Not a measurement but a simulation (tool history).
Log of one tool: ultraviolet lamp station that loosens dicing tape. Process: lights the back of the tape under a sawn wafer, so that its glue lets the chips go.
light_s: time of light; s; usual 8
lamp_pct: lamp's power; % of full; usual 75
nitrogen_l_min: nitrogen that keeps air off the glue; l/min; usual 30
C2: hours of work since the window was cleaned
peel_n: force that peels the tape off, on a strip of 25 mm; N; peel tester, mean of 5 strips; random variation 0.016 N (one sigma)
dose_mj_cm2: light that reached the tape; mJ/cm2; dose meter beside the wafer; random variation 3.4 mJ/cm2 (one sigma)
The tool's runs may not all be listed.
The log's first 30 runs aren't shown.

run 31 day=58.146 | light_s=15 lamp_pct=75 nitrogen_l_min=28 | hours_of_work_of_the_lamp=762 C2=147 | peel_n=0.315 dose_mj_cm2=838
run 32 day=59.325 | light_s=15 lamp_pct=62 nitrogen_l_min=14 | hours_of_work_of_the_lamp=779 C2=164 | peel_n=0.925 dose_mj_cm2=681
run 33 day=61.404 | light_s=16 lamp_pct=75 nitrogen_l_min=25 | hours_of_work_of_the_lamp=810 C2=194 | peel_n=0.306 dose_mj_cm2=870
run 34 day=63.733 | light_s=16 lamp_pct=75 nitrogen_l_min=25 | hours_of_work_of_the_lamp=843 C2=228 | peel_n=0.312 dose_mj_cm2=860
run 35 day=65.617 | light_s=11 lamp_pct=79 nitrogen_l_min=49 | hours_of_work_of_the_lamp=870 C2=255 | peel_n=0.400 dose_mj_cm2=616
run 36 day=67.942 | light_s=5 lamp_pct=79 nitrogen_l_min=11 | hours_of_work_of_the_lamp=904 C2=289 | peel_n=4.279 dose_mj_cm2=280
run 37 day=70.008 | light_s=6 lamp_pct=61 nitrogen_l_min=10 | hours_of_work_of_the_lamp=934 C2=318 | peel_n=4.884 dose_mj_cm2=255
run 38 day=72.258 | light_s=6 lamp_pct=61 nitrogen_l_min=10 | hours_of_work_of_the_lamp=967 C2=351 | peel_n=4.964 dose_mj_cm2=251
-- day=72.833 lamp changed
run 39 day=73.767 | light_s=4 lamp_pct=75 nitrogen_l_min=10 | hours_of_work_of_the_lamp=14 C2=372 | peel_n=4.826 dose_mj_cm2=260
run 40 day=76.342 | light_s=8 lamp_pct=69 nitrogen_l_min=9 | hours_of_work_of_the_lamp=51 C2=409 | peel_n=2.493 dose_mj_cm2=473
run 41 day=78.446 | light_s=8 lamp_pct=69 nitrogen_l_min=9 | hours_of_work_of_the_lamp=81 C2=440 | peel_n=2.518 dose_mj_cm2=471
run 42 day=80.446 | light_s=7 lamp_pct=69 nitrogen_l_min=9 | hours_of_work_of_the_lamp=110 C2=469 | peel_n=3.188 dose_mj_cm2=407
run 43 day=81.733 | light_s=7 lamp_pct=69 nitrogen_l_min=9 | hours_of_work_of_the_lamp=129 C2=487 | peel_n=3.159 dose_mj_cm2=408

3 ways to go on from here, each from the tool as it stands after run 43. What would each give?
run A day=82.983 | light_s=4 lamp_pct=69 nitrogen_l_min=18 | hours_of_work_of_the_lamp=147 C2=506 | peel_n=? dose_mj_cm2=?
run B day=82.983 | light_s=9 lamp_pct=97 nitrogen_l_min=9 | hours_of_work_of_the_lamp=147 C2=506 | peel_n=? dose_mj_cm2=?
run C day=82.983 | light_s=4 lamp_pct=80 nitrogen_l_min=14 | hours_of_work_of_the_lamp=147 C2=506 | peel_n=? dose_mj_cm2=?

run=A peel_n=4.229 dose_mj_cm2=230
run=B peel_n=1.227 dose_mj_cm2=730
run=C peel_n=4.231 dose_mj_cm2=267
Without the tool's hidden state the same runs would have given:
run=A peel_n=3.790 dose_mj_cm2=256
run=B peel_n=0.973 dose_mj_cm2=812
run=C peel_n=3.774 dose_mj_cm2=297
